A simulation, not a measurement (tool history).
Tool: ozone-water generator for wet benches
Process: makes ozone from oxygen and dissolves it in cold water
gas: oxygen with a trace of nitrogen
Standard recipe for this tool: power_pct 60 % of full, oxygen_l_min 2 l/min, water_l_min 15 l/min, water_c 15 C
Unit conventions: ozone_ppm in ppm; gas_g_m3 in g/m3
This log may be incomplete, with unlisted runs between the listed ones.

Run 1, day 0: usual settings. Result: ozone_ppm 18.6 ppm, gas_g_m3 227.2 g/m3.
Run 2, day 1.25: usual settings. Result: ozone_ppm 18.7 ppm, gas_g_m3 229.9 g/m3.
Run 3, day 2.725: usual settings. Result: ozone_ppm 18.3 ppm, gas_g_m3 228 g/m3.
Run 4, day 4.004: usual settings. Result: ozone_ppm 18.8 ppm, gas_g_m3 228 g/m3.
Run 5, day 5.988: usual settings. Result: ozone_ppm 18.4 ppm, gas_g_m3 226.6 g/m3.
Run 6, day 7.742: usual settings but water_c 10 C. Result: ozone_ppm 19.3 ppm, gas_g_m3 227.3 g/m3.
Run 7, day 8.571: usual settings but oxygen_l_min 2.46 l/min. Result: ozone_ppm 18.4 ppm, gas_g_m3 198.3 g/m3.
Run 8, day 10.554: usual settings but water_c 18 C. Result: ozone_ppm 17.8 ppm, gas_g_m3 226 g/m3.
Run 9, day 11.475: usual settings but water_c 18 C. Result: ozone_ppm 18.1 ppm, gas_g_m3 226.2 g/m3.
Run 10, day 12.692: usual settings but water_c 18 C. Result: ozone_ppm 17.8 ppm, gas_g_m3 228.3 g/m3.
Run 11, day 13.771: usual settings but water_c 18 C. Result: ozone_ppm 17.5 ppm, gas_g_m3 226.8 g/m3.
Run 12, day 14.675: usual settings but water_c 18 C. Result: ozone_ppm 17.7 ppm, gas_g_m3 225.1 g/m3.
Run 13, day 15.933: usual settings. Result: ozone_ppm 18.3 ppm, gas_g_m3 227.9 g/m3.
Run 14, day 17.3: usual settings but water_l_min 17 l/min. Result: ozone_ppm 15.9 ppm, gas_g_m3 226 g/m3.
Run 15, day 18.588: usual settings. Result: ozone_ppm 18.5 ppm, gas_g_m3 224.8 g/m3.
Run 16, day 19.988: usual settings but power_pct 64 % of full, water_c 8 C. Result: ozone_ppm 20.4 ppm, gas_g_m3 238.3 g/m3.
Run 17, day 20.921: usual settings but power_pct 89 % of full, water_l_min 13 l/min. Result: ozone_ppm 28.8 ppm, gas_g_m3 314 g/m3.
Run 18, day 22.646: usual settings but power_pct 89 % of full, water_l_min 13 l/min. Result: ozone_ppm 28.8 ppm, gas_g_m3 310.6 g/m3.
Run 19, day 23.633: usual settings but power_pct 89 % of full, water_l_min 13 l/min. Result: ozone_ppm 28.9 ppm, gas_g_m3 312 g/m3.
Run 20, day 25.212: usual settings but power_pct 89 % of full, water_l_min 13 l/min. Result: ozone_ppm 28.5 ppm, gas_g_m3 310.6 g/m3.
Run 21, day 26.388: usual settings but oxygen_l_min 2.53 l/min. Result: ozone_ppm 18.1 ppm, gas_g_m3 190 g/m3.
Run 22, day 27.558: usual settings but water_c 14 C. Result: ozone_ppm 18.4 ppm, gas_g_m3 224.8 g/m3.
Run 23, day 29.471: usual settings but power_pct 57 % of full, oxygen_l_min 1.34 l/min, water_l_min 24 l/min, water_c 9 C. Result: ozone_ppm 9.9 ppm, gas_g_m3 280.7 g/m3.
Run 24, day 31.508: usual settings but power_pct 42 % of full, oxygen_l_min 1.45 l/min, water_l_min 10 l/min, water_c 14 C. Result: ozone_ppm 19.7 ppm, gas_g_m3 206.3 g/m3.
Run 25, day 32.467: usual settings but power_pct 42 % of full, oxygen_l_min 1.45 l/min, water_l_min 10 l/min, water_c 14 C. Result: ozone_ppm 19.5 ppm, gas_g_m3 208.5 g/m3.
Run 26, day 34.504: usual settings but power_pct 54 % of full. Result: ozone_ppm 16.8 ppm, gas_g_m3 205.3 g/m3.
Run 27, day 35.979: usual settings but power_pct 87 % of full. Result: ozone_ppm 24.5 ppm, gas_g_m3 302.9 g/m3.
Run 28, day 37.9: usual settings but power_pct 87 % of full. Result: ozone_ppm 24.4 ppm, gas_g_m3 302.3 g/m3.
Run 29, day 39.133: usual settings but power_pct 87 % of full. Result: ozone_ppm 24.1 ppm, gas_g_m3 299.2 g/m3.
Run 30, day 40.825: usual settings but power_pct 87 % of full. Result: ozone_ppm 24.2 ppm, gas_g_m3 296.8 g/m3.

A few steps of ozone_ppm between consecutive runs. Split each: what settings, incoming material and random variation would produce without the hidden state, and what is left over for the hidden state, along with gauge scatter present in only one of the two compared results (measured, and without hidden state):
Unlogged tool condition in this case: yield of the discharge, % of new electrodes'; contactor's efficiency, % of a clean one's; true water temperature over the reading, C; drift of the gauge itself on ozone_ppm, %; drift of the gauge itself on gas_g_m3, %.
Run 16 -> 17: power_pct 64 -> 89, water_l_min 15 -> 13, water_c 8 -> 15. ozone_ppm +8.4 ppm: hidden state -0.4, all else +8.8.
Run 20 -> 21: power_pct 89 -> 60, oxygen_l_min 2 -> 2.53, water_l_min 13 -> 15. ozone_ppm -10.4 ppm: hidden state +0.6, all else -11.
Run 22 -> 23: power_pct 60 -> 57, oxygen_l_min 2 -> 1.34, water_l_min 15 -> 24, water_c 14 -> 9. ozone_ppm -8.5 ppm: hidden state +0.3, all else -8.8.
Run 23 -> 24: power_pct 57 -> 42, oxygen_l_min 1.34 -> 1.45, water_l_min 24 -> 10, water_c 9 -> 14. ozone_ppm +9.8 ppm: hidden state -0.1, all else +9.9.
Run 26 -> 27: power_pct 54 -> 87. ozone_ppm +7.7 ppm: hidden state -0.8, all else +8.5.
